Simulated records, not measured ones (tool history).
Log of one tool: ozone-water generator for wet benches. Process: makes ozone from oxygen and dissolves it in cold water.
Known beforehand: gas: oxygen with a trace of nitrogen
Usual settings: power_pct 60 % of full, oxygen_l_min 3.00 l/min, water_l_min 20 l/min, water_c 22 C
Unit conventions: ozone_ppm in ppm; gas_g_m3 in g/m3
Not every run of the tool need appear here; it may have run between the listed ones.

Run 1, day 0.000: usual settings. Result: ozone_ppm 14.7 ppm, gas_g_m3 186.5 g/m3.
Run 2, day 3.525: usual settings but power_pct 69 % of full. Result: ozone_ppm 15.8 ppm, gas_g_m3 200.2 g/m3.
Run 3, day 7.725: usual settings but power_pct 69 % of full. Result: ozone_ppm 15.9 ppm, gas_g_m3 203.5 g/m3.
Run 4, day 12.733: usual settings. Result: ozone_ppm 14.5 ppm, gas_g_m3 186.5 g/m3.
Run 5, day 17.188: usual settings. Result: ozone_ppm 14.6 ppm, gas_g_m3 184.0 g/m3.
Run 6, day 21.217: usual settings. Result: ozone_ppm 14.4 ppm, gas_g_m3 186.0 g/m3.
Run 7, day 26.025: usual settings. Result: ozone_ppm 14.5 ppm, gas_g_m3 186.0 g/m3.
At day 28.558: water thermometer calibrated.
Run 8, day 30.454: usual settings. Result: ozone_ppm 14.8 ppm, gas_g_m3 185.2 g/m3.
Run 9, day 35.358: usual settings. Result: ozone_ppm 14.6 ppm, gas_g_m3 185.5 g/m3.
Run 10, day 39.283: usual settings but oxygen_l_min 3.26 l/min. Result: ozone_ppm 15.0 ppm, gas_g_m3 177.6 g/m3.
Run 11, day 43.892: usual settings but power_pct 79 % of full, oxygen_l_min 3.92 l/min, water_l_min 26 l/min, water_c 26 C. Result: ozone_ppm 13.9 ppm, gas_g_m3 193.5 g/m3.
Run 12, day 48.108: usual settings but power_pct 56 % of full, water_c 23 C. Result: ozone_ppm 14.0 ppm, gas_g_m3 175.9 g/m3.
Run 13, day 53.333: usual settings but power_pct 56 % of full, water_c 23 C. Result: ozone_ppm 14.1 ppm, gas_g_m3 177.1 g/m3.
Run 14, day 56.421: usual settings but water_l_min 13 l/min, water_c 27 C. Result: ozone_ppm 18.7 ppm, gas_g_m3 183.4 g/m3.
Run 15, day 61.479: usual settings but oxygen_l_min 5.23 l/min, water_c 21 C. Result: ozone_ppm 16.0 ppm, gas_g_m3 143.8 g/m3.
Run 16, day 64.421: usual settings but power_pct 42 % of full, oxygen_l_min 5.05 l/min, water_l_min 19 l/min. Result: ozone_ppm 13.1 ppm, gas_g_m3 118.1 g/m3.
Run 17, day 68.858: usual settings but power_pct 59 % of full, oxygen_l_min 2.16 l/min, water_l_min 19 l/min, water_c 16 C. Result: ozone_ppm 14.5 ppm, gas_g_m3 211.7 g/m3.
Run 18, day 72.775: usual settings but power_pct 59 % of full, oxygen_l_min 2.16 l/min, water_l_min 19 l/min, water_c 16 C. Result: ozone_ppm 14.9 ppm, gas_g_m3 210.4 g/m3.
Run 19, day 75.600: usual settings but power_pct 59 % of full, oxygen_l_min 3.70 l/min, water_l_min 15 l/min, water_c 17 C. Result: ozone_ppm 19.8 ppm, gas_g_m3 165.6 g/m3.
Run 20, day 80.071: usual settings but power_pct 73 % of full, oxygen_l_min 3.54 l/min, water_l_min 23 l/min, water_c 18 C. Result: ozone_ppm 15.8 ppm, gas_g_m3 191.3 g/m3.

Table of differences, measured result less the result of that run with no hidden state. Run-to-run variation is the same in both. Gauge scatter possibly is not:
Hidden conditions of the tool in this case: yield of the discharge, % of new electrodes'; contactor's efficiency, % of a clean one's; true water temperature over the reading, C; drift of the gauge itself on ozone_ppm, %; drift of the gauge itself on gas_g_m3, %.
run  gas_g_m3
  1      -0.1
  2      -0.3
  3      -0.5
  4      -0.7
  5      -0.9
  6      -1.1
  7      -1.3
  8      -1.5
  9      -1.7
 10      -1.8
 11      -2.2
 12      -2.2
 13      -2.5
 14      -2.7
 15      -2.3
 16      -2.0
 17      -3.7
 18      -3.9
 19      -3.2
 20      -3.9
ozone_ppm: at most 0.1 ppm away from the measurement, every run.

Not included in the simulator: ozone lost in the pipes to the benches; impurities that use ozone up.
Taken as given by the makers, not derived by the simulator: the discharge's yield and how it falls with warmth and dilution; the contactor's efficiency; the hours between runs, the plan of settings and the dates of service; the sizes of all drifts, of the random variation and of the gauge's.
